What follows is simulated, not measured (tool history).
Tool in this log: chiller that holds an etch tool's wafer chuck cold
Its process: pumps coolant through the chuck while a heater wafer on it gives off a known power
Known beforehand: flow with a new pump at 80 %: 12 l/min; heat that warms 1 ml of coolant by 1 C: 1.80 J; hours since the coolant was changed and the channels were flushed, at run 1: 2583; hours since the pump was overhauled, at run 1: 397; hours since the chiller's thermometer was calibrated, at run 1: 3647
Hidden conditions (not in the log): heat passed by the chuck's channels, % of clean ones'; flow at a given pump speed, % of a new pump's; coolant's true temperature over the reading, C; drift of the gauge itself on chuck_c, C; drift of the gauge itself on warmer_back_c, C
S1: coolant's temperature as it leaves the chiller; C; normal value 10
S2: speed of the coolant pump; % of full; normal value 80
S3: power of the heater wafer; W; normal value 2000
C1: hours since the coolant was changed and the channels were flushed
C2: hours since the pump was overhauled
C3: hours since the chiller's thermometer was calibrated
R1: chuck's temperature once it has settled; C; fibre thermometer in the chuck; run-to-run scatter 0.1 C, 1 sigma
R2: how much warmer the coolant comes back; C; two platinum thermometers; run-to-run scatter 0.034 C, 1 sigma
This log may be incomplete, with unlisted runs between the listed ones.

run	hour	S1	S2	S3	C1	C2	C3	R1	R2
1	0	10	80	2000	2583	397	3647	28	5.56
2	53.5	10	80	2000	2636	451	3700	27.7	5.58
3	112	10	80	2000	2695	509	3759	27.8	5.59
4	181.9	10	80	2000	2765	579	3829	27.6	5.6
5	237.7	10	80	2000	2820	635	3885	27.7	5.58
6	283.4	10	80	2000	2866	681	3930	27.8	5.56
7	338.5	10	96	2000	2921	736	3985	24.9	4.59
# hour 361.4: chiller's thermometer calibrated
8	389.5	10	80	2000	2971	786	28	27.9	5.67
9	421.3	10	80	2000	3003	818	60	27.9	5.62
10	460.9	10	80	2000	3043	857	100	27.8	5.58
11	518.4	10	80	2000	3100	915	157	27.8	5.65
12	589.6	10	94	2000	3171	986	228	25	4.77
13	654.7	10	94	2000	3236	1051	293	25.3	4.69
14	687.5	10	94	2000	3269	1084	326	25.3	4.78
15	721.8	10	94	2000	3304	1118	360	25.3	4.79
16	767	10	94	2000	3349	1163	406	25.2	4.73
17	840.1	1	80	2000	3422	1236	479	18.8	5.7
18	879.8	1	80	2000	3462	1276	518	18.9	5.7
19	938.3	1	80	2000	3520	1335	577	18.7	5.69
20	1016.1	12	87	2312	3598	1412	655	31	6.04
21	1052.9	2	78	2207	3635	1449	692	22.1	6.54
22	1085.6	2	78	2207	3667	1482	724	22.2	6.48
23	1124.7	8	78	2207	3706	1521	763	28.2	6.5
24	1192.1	2	89	2000	3774	1588	831	17.9	5.11
# hour 1218.4: gauge calibrated
25	1256.6	4	69	2000	3838	1653	895	24.4	6.57
26	1289.4	3	67	2000	3871	1686	928	24.2	6.81
27	1343.7	10	80	1569	3925	1740	982	23.8	4.38
28	1419.8	19	81	1429	4001	1816	1058	31.7	3.93
29	1451.9	17	81	2003	4034	1848	1090	34.5	5.57
30	1529.7	17	81	2003	4111	1926	1168	34.6	5.52
31	1597.6	17	81	1624	4179	1994	1236	31.3	4.49

Below are 5 alternative next runs, each starting from the tool's condition after run 31. Predict each:
A	1672.8	17	62	2846	4255	2069	1311	?	?
B	1672.8	10	97	1304	4255	2069	1311	?	?
C	1672.8	0	83	1104	4255	2069	1311	?	?
D	1672.8	1	84	2626	4255	2069	1311	?	?
E	1672.8	3	81	1423	4255	2069	1311	?	?

run	R1	R2
A	49.7	10.67
B	19.6	2.98
C	9.5	3.06
D	23.1	6.99
E	15.6	3.97
With the hidden condition removed and each run's random variation left untouched, the same runs would have given:
run	R1	R2
A	49.6	10.59
B	19.6	2.91
C	9.5	2.98
D	23	6.92
E	15.6	3.9

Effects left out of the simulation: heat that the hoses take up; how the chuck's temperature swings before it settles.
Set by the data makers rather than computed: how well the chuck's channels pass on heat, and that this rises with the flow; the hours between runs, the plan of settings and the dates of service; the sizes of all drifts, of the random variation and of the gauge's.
